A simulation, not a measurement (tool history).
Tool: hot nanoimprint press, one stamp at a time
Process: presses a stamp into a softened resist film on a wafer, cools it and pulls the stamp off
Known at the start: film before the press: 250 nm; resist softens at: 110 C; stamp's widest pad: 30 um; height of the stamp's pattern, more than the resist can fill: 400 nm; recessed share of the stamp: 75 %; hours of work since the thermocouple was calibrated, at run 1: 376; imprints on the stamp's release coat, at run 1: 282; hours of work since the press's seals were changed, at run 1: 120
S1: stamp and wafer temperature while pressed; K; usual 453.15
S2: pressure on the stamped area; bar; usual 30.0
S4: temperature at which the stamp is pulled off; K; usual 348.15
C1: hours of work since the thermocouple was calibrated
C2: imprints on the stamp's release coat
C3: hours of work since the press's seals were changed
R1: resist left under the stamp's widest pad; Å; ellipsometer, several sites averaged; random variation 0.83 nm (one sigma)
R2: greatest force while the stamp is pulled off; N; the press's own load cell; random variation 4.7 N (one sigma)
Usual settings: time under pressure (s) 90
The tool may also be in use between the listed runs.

run 1 hour=0.0 | S1=453.15 S2=30.0 time_under_pressure_(s)=90 S4=348.15 | C1=376 C2=282 C3=120 | R1=1464 R2=226
run 2 hour=35.5 | S1=453.15 S2=30.0 time_under_pressure_(s)=90 S4=348.15 | C1=395 C2=395 C3=140 | R1=1461 R2=224
run 3 hour=77.4 | S1=453.15 S2=30.0 time_under_pressure_(s)=90 S4=348.15 | C1=418 C2=528 C3=163 | R1=1464 R2=231
run 4 hour=99.2 | S1=453.15 S2=30.0 time_under_pressure_(s)=90 S4=348.15 | C1=431 C2=597 C3=175 | R1=1455 R2=232
run 5 hour=116.7 | S1=453.15 S2=44.9 time_under_pressure_(s)=90 S4=348.15 | C1=440 C2=653 C3=185 | R1=1212 R2=225
-- hour=135.5 stamp cleaned and given a new release coat
run 6 hour=156.9 | S1=453.15 S2=30.0 time_under_pressure_(s)=90 S4=348.15 | C1=459 C2=68 C3=204 | R1=1462 R2=222
run 7 hour=175.1 | S1=453.15 S2=30.0 time_under_pressure_(s)=90 S4=348.15 | C1=469 C2=125 C3=214 | R1=1478 R2=237
run 8 hour=207.7 | S1=453.15 S2=30.0 time_under_pressure_(s)=90 S4=348.15 | C1=487 C2=229 C3=232 | R1=1478 R2=233
run 9 hour=236.1 | S1=453.15 S2=30.0 time_under_pressure_(s)=50 S4=348.15 | C1=503 C2=319 C3=248 | R1=1728 R2=237
run 10 hour=257.8 | S1=453.15 S2=30.0 time_under_pressure_(s)=50 S4=348.15 | C1=515 C2=388 C3=260 | R1=1752 R2=223
run 11 hour=300.1 | S1=453.15 S2=30.0 time_under_pressure_(s)=50 S4=348.15 | C1=539 C2=523 C3=283 | R1=1762 R2=228
run 12 hour=342.3 | S1=462.15 S2=30.0 time_under_pressure_(s)=90 S4=348.15 | C1=562 C2=657 C3=307 | R1=1124 R2=236
-- hour=350.6 plate thermocouple calibrated
-- hour=364.3 stamp cleaned and given a new release coat
-- hour=366.7 gauge calibrated
run 13 hour=385.3 | S1=462.15 S2=30.0 time_under_pressure_(s)=90 S4=348.15 | C1=16 C2=66 C3=326 | R1=1104 R2=232
run 14 hour=420.3 | S1=453.15 S2=30.0 time_under_pressure_(s)=90 S4=348.15 | C1=35 C2=178 C3=345 | R1=1456 R2=232
run 15 hour=442.4 | S1=449.15 S2=23.0 time_under_pressure_(s)=90 S4=346.15 | C1=48 C2=248 C3=357 | R1=1823 R2=248
run 16 hour=482.9 | S1=441.15 S2=28.6 time_under_pressure_(s)=177 S4=350.15 | C1=70 C2=377 C3=380 | R1=1781 R2=217

The next listed run, before its measurement:
run 17 hour=516.5 | S1=443.15 S2=43.6 time_under_pressure_(s)=46 S4=334.15 | C1=89 C2=484 C3=399 | R1=? R2=?

R1: 1963 Å
R2: 303 N
Without the tool's hidden state the same run would have given R1 1939 Å, R2 302 N.
